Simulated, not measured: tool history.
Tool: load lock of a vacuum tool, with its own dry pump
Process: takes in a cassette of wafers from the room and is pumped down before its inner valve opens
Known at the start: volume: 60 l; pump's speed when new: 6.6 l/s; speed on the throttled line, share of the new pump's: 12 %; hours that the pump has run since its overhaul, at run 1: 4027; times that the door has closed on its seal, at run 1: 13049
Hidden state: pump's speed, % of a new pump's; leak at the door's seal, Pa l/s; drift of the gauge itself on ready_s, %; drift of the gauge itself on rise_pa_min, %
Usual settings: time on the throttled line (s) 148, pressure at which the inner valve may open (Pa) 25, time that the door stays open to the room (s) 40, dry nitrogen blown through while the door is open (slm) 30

run    hour  time on the throttled line (s)  pressure at which the inner valve may open (Pa)  time that the door stays open to the room (s)  dry nitrogen blown through while the door is open (slm)  hours that the pump has run since its overhaul  times that the door has closed on its seal  incoming humidity of the room's air, %  time from the closed door until the inner valve may open (s)  rise of the pressure with all valves shut (Pa/min)
  1       0                             148                                               25                                             40                                                       30                                            4027                                       13049                                    44.5                                                         212.5                                               0.025
  2   386.3                             148                                               29                                             40                                                       30                                            4414                                       14727                                    44.1                                                         213.3                                               0.024
  3   707.8                             148                                               29                                             40                                                       30                                            4735                                       16123                                    41.4                                                         213.2                                               0.029
  4     947                             148                                               29                                             40                                                       30                                            4974                                       17161                                    45.2                                                         211.5                                                0.03
  5  1322.6                             148                                               25                                             40                                                       30                                            5350                                       18792                                    44.9                                                         212.3                                               0.032
  6  1707.1                             148                                               25                                             40                                                       30                                            5734                                       20462                                    41.4                                                         214.1                                               0.036
  7  2137.3                             148                                               25                                             40                                                       26                                            6165                                       22330                                    43.8                                                         218.4                                               0.039
  8  2475.6                             148                                               25                                             40                                                       26                                            6503                                       23799                                    47.1                                                         216.9                                               0.044
  9  2891.2                             148                                               25                                            116                                                       26                                            6919                                       25603                                    42.7                                                         216.1                                               0.059
 10  3222.1                             148                                               25                                            116                                                       26                                            7249                                       27040                                    45.5                                                         216.7                                               0.056
 11  3432.3                             148                                               25                                            116                                                       26                                            7460                                       27953                                    42.8                                                         215.1                                               0.059
 12  3851.2                             148                                               25                                             40                                                       15                                            7879                                       29772                                    48.3                                                         215.8                                               0.057
 13  4186.4                             148                                               25                                             40                                                       15                                            8214                                       31227                                    46.6                                                         218.4                                               0.062
 14  4499.8                             148                                               25                                             40                                                       15                                            8527                                       32588                                    42.9                                                         219.4                                               0.062
 15  4798.7                             146                                               25                                            158                                                       30                                            8826                                       33886                                    46.3                                                         218.9                                               0.075
 16  5042.8                             148                                               24                                             28                                                       30                                            9070                                       34946                                    45.7                                                         223.9                                                0.06
 17  5270.3                             148                                               25                                             66                                                       28                                            9298                                       35934                                    41.6                                                         222.1                                               0.066
       5632  -- dry pump taken out, an overhauled one fitted
 18    5632                             212                                               25                                            199                                                       30                                               0                                       37478                                    41.6                                                         263.4                                               0.086

Run 19 comes next. What will it give?
 19  5846.5                             212                                               25                                            199                                                       30                                             214                                       38410                                    44.4                                                             ?                                                   ?

time from the closed door until the inner valve may open (s): 260.4
rise of the pressure with all valves shut (Pa/min): 0.093
Without the tool's hidden state the same run would have given time from the closed door until the inner valve may open (s) 260.8, rise of the pressure with all valves shut (Pa/min) 0.031.

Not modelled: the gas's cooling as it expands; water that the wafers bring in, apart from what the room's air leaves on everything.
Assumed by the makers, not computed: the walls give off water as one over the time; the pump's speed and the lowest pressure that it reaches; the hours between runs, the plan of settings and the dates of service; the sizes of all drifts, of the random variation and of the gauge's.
